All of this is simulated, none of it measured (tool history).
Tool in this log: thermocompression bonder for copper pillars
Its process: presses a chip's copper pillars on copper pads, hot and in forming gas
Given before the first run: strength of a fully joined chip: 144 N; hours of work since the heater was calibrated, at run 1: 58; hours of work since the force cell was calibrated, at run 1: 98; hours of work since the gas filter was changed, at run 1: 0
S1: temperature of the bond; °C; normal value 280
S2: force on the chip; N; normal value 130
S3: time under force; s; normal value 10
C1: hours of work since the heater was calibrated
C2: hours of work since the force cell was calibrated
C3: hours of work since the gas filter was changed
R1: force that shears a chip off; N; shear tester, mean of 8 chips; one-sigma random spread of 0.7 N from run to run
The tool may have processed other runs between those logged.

run 1 hour=0 | S1=280 S2=130 S3=10 | C1=58 C2=98 C3=0 | R1=69.2
run 2 hour=80.3 | S1=280 S2=130 S3=10 | C1=95 C2=135 C3=37 | R1=67.9
run 3 hour=159.8 | S1=280 S2=130 S3=10 | C1=131 C2=171 C3=73 | R1=66.5
run 4 hour=242 | S1=303 S2=130 S3=10 | C1=169 C2=209 C3=110 | R1=84.9
run 5 hour=313.5 | S1=281 S2=130 S3=10 | C1=201 C2=241 C3=143 | R1=67.2
run 6 hour=385.5 | S1=281 S2=130 S3=10 | C1=234 C2=274 C3=176 | R1=64.9
run 7 hour=421.7 | S1=281 S2=130 S3=10 | C1=251 C2=291 C3=192 | R1=65.3
run 8 hour=478.4 | S1=281 S2=130 S3=10 | C1=277 C2=317 C3=218 | R1=66.3
run 9 hour=520.7 | S1=280 S2=130 S3=10 | C1=296 C2=336 C3=237 | R1=64.3
run 10 hour=593.6 | S1=280 S2=130 S3=29 | C1=329 C2=369 C3=271 | R1=88.9
run 11 hour=629.4 | S1=280 S2=130 S3=5 | C1=345 C2=386 C3=287 | R1=48.9
-- hour=635.9 forming gas filter changed
run 12 hour=706.3 | S1=280 S2=130 S3=5 | C1=380 C2=420 C3=32 | R1=53.3
run 13 hour=791.8 | S1=280 S2=130 S3=10 | C1=419 C2=459 C3=71 | R1=69.3
run 14 hour=845.4 | S1=280 S2=130 S3=10 | C1=444 C2=484 C3=96 | R1=69.5
run 15 hour=921.8 | S1=280 S2=130 S3=10 | C1=479 C2=519 C3=130 | R1=68.1
run 16 hour=976.1 | S1=280 S2=130 S3=10 | C1=503 C2=543 C3=155 | R1=66.3
run 17 hour=1045.5 | S1=280 S2=130 S3=10 | C1=535 C2=575 C3=187 | R1=65.7
run 18 hour=1120.2 | S1=280 S2=130 S3=10 | C1=569 C2=609 C3=221 | R1=65.1
run 19 hour=1190.3 | S1=280 S2=130 S3=10 | C1=601 C2=641 C3=253 | R1=64.9
run 20 hour=1250 | S1=280 S2=130 S3=10 | C1=628 C2=668 C3=280 | R1=64.5
-- hour=1270.6 forming gas filter changed
run 21 hour=1291 | S1=280 S2=130 S3=29 | C1=647 C2=687 C3=9 | R1=99
-- hour=1296.8 force cell calibrated
run 22 hour=1352.6 | S1=286 S2=189 S3=8 | C1=674 C2=25 C3=37 | R1=85.2
run 23 hour=1394.4 | S1=286 S2=189 S3=8 | C1=693 C2=44 C3=56 | R1=85.7
run 24 hour=1458.8 | S1=280 S2=191 S3=7 | C1=723 C2=74 C3=85 | R1=76.8
-- hour=1497.9 force cell calibrated, once more
run 25 hour=1505.7 | S1=299 S2=188 S3=14 | C1=743 C2=4 C3=106 | R1=107.6
run 26 hour=1588 | S1=258 S2=188 S3=14 | C1=781 C2=41 C3=143 | R1=75.9
run 27 hour=1644 | S1=268 S2=159 S3=6 | C1=806 C2=67 C3=169 | R1=56.4
run 28 hour=1721.2 | S1=268 S2=159 S3=6 | C1=842 C2=102 C3=204 | R1=55.1
run 29 hour=1785.1 | S1=275 S2=192 S3=11 | C1=871 C2=131 C3=233 | R1=81.2
run 30 hour=1860.3 | S1=275 S2=192 S3=11 | C1=905 C2=165 C3=268 | R1=79.9
-- hour=1908.4 forming gas filter changed
run 31 hour=1921.7 | S1=275 S2=192 S3=11 | C1=933 C2=193 C3=6 | R1=88.3
run 32 hour=1967.1 | S1=280 S2=162 S3=26 | C1=953 C2=214 C3=27 | R1=107.4
run 33 hour=2034 | S1=270 S2=180 S3=10 | C1=984 C2=244 C3=57 | R1=79
run 34 hour=2111.5 | S1=307 S2=180 S3=10 | C1=1019 C2=280 C3=93 | R1=106.1
run 35 hour=2154.5 | S1=270 S2=118 S3=30 | C1=1039 C2=299 C3=112 | R1=86.8
run 36 hour=2199.1 | S1=287 S2=164 S3=8 | C1=1059 C2=320 C3=133 | R1=80.1
run 37 hour=2278.6 | S1=287 S2=164 S3=8 | C1=1096 C2=356 C3=169 | R1=79.5
run 38 hour=2346.8 | S1=293 S2=150 S3=6 | C1=1127 C2=387 C3=200 | R1=72.7
run 39 hour=2425.3 | S1=280 S2=191 S3=26 | C1=1162 C2=423 C3=236 | R1=105.7

Pick out some run-to-run changes in R1. Of each, how much would a tool without hidden state show as well, from the settings, what came in and chance, and how much is left for the hidden state and any gauge scatter not in both results compared?
Unlogged tool condition in this case: true temperature of the bond over the reading, C; force that reaches the chip, % of what is set; oxide that the forming gas leaves, % of the face; drift of the gauge itself on shear_n, %.
Run 10 -> 11: S3 29 -> 5. R1 -40 N: hidden state +4, all else -44.
Run 11 -> 12: forming gas filter changed. R1 +4.4 N: hidden state +5.3, all else -0.9.
Run 20 -> 21: S3 10 -> 29, forming gas filter changed. R1 +34.5 N: hidden state +7.4, all else +27.1.
Run 30 -> 31: forming gas filter changed. R1 +8.4 N: hidden state +9.2, all else -0.8.
Run 38 -> 39: S1 293 -> 280, S2 150 -> 191, S3 6 -> 26. R1 +33 N: hidden state -4.4, all else +37.4.
